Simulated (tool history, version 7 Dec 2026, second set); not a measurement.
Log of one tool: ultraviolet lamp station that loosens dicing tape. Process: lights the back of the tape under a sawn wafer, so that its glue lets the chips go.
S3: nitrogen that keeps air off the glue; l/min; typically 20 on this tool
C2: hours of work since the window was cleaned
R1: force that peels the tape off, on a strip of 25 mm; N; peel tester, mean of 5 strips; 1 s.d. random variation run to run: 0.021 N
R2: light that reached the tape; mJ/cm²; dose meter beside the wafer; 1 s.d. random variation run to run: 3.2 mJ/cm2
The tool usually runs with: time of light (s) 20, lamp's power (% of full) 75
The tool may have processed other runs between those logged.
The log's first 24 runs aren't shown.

{"run": 25, "hour": 1133.1, "time of light (s)": 14, "lamp's power (% of full)": 96, "S3": 28, "hours of work of the lamp": 28, "C2": 464, "R1": 1.311, "R2": 418}
{"run": 26, "hour": 1177.9, "time of light (s)": 14, "lamp's power (% of full)": 76, "S3": 28, "hours of work of the lamp": 54, "C2": 489, "R1": 2.072, "R2": 323}
{"run": 27, "hour": 1218.1, "time of light (s)": 14, "lamp's power (% of full)": 76, "S3": 28, "hours of work of the lamp": 76, "C2": 511, "R1": 2.131, "R2": 324}
{"run": 28, "hour": 1267.2, "time of light (s)": 20, "lamp's power (% of full)": 77, "S3": 34, "hours of work of the lamp": 104, "C2": 539, "R1": 0.947, "R2": 460}
{"run": 29, "hour": 1315.5, "time of light (s)": 16, "lamp's power (% of full)": 63, "S3": 38, "hours of work of the lamp": 131, "C2": 566, "R1": 2.25, "R2": 302}
{"hour": 1335.7, "done": "window cleaned of glue's vapour"}
{"run": 30, "hour": 1345.9, "time of light (s)": 31, "lamp's power (% of full)": 93, "S3": 14, "hours of work of the lamp": 148, "C2": 6, "R1": 0.247, "R2": 940}
{"run": 31, "hour": 1398.6, "time of light (s)": 31, "lamp's power (% of full)": 96, "S3": 24, "hours of work of the lamp": 178, "C2": 35, "R1": 0.157, "R2": 956}
{"run": 32, "hour": 1451.3, "time of light (s)": 23, "lamp's power (% of full)": 97, "S3": 20, "hours of work of the lamp": 207, "C2": 65, "R1": 0.418, "R2": 711}
{"run": 33, "hour": 1504.2, "time of light (s)": 23, "lamp's power (% of full)": 97, "S3": 20, "hours of work of the lamp": 237, "C2": 95, "R1": 0.444, "R2": 707}
{"run": 34, "hour": 1554.3, "time of light (s)": 23, "lamp's power (% of full)": 97, "S3": 20, "hours of work of the lamp": 265, "C2": 123, "R1": 0.45, "R2": 690}
{"run": 35, "hour": 1609.3, "time of light (s)": 33, "lamp's power (% of full)": 67, "S3": 23, "hours of work of the lamp": 296, "C2": 154, "R1": 0.421, "R2": 680}
{"run": 36, "hour": 1639.9, "time of light (s)": 11, "lamp's power (% of full)": 94, "S3": 18, "hours of work of the lamp": 313, "C2": 171, "R1": 2.659, "R2": 315}
{"run": 37, "hour": 1675.3, "time of light (s)": 11, "lamp's power (% of full)": 94, "S3": 18, "hours of work of the lamp": 333, "C2": 191, "R1": 2.654, "R2": 312}
{"run": 38, "hour": 1704.1, "time of light (s)": 11, "lamp's power (% of full)": 94, "S3": 18, "hours of work of the lamp": 349, "C2": 207, "R1": 2.731, "R2": 319}
{"run": 39, "hour": 1741.9, "time of light (s)": 36, "lamp's power (% of full)": 75, "S3": 10, "hours of work of the lamp": 371, "C2": 229, "R1": 0.522, "R2": 816}
{"run": 40, "hour": 1800.7, "time of light (s)": 36, "lamp's power (% of full)": 75, "S3": 10, "hours of work of the lamp": 404, "C2": 262, "R1": 0.52, "R2": 797}
{"run": 41, "hour": 1832.9, "time of light (s)": 25, "lamp's power (% of full)": 75, "S3": 20, "hours of work of the lamp": 422, "C2": 280, "R1": 0.84, "R2": 552}
{"run": 42, "hour": 1865.6, "time of light (s)": 22, "lamp's power (% of full)": 92, "S3": 35, "hours of work of the lamp": 440, "C2": 298, "R1": 0.505, "R2": 584}

Alternative continuations, all from the tool just after run 42; predict every row:
{"run": "A", "hour": 1909.2, "time of light (s)": 20, "lamp's power (% of full)": 75, "S3": 19, "hours of work of the lamp": 465, "C2": 323, "R1": "?", "R2": "?"}
{"run": "B", "hour": 1909.2, "time of light (s)": 15, "lamp's power (% of full)": 86, "S3": 7, "hours of work of the lamp": 465, "C2": 323, "R1": "?", "R2": "?"}
{"run": "C", "hour": 1909.2, "time of light (s)": 13, "lamp's power (% of full)": 63, "S3": 10, "hours of work of the lamp": 465, "C2": 323, "R1": "?", "R2": "?"}

run=A R1=1.437 R2=431
run=B R1=3.071 R2=368
run=C R1=4.472 R2=235
Stripped of hidden state, with their random variation kept, the same runs would have yielded:
run=A R1=1.02 R2=505
run=B R1=2.448 R2=431
run=C R1=3.804 R2=276
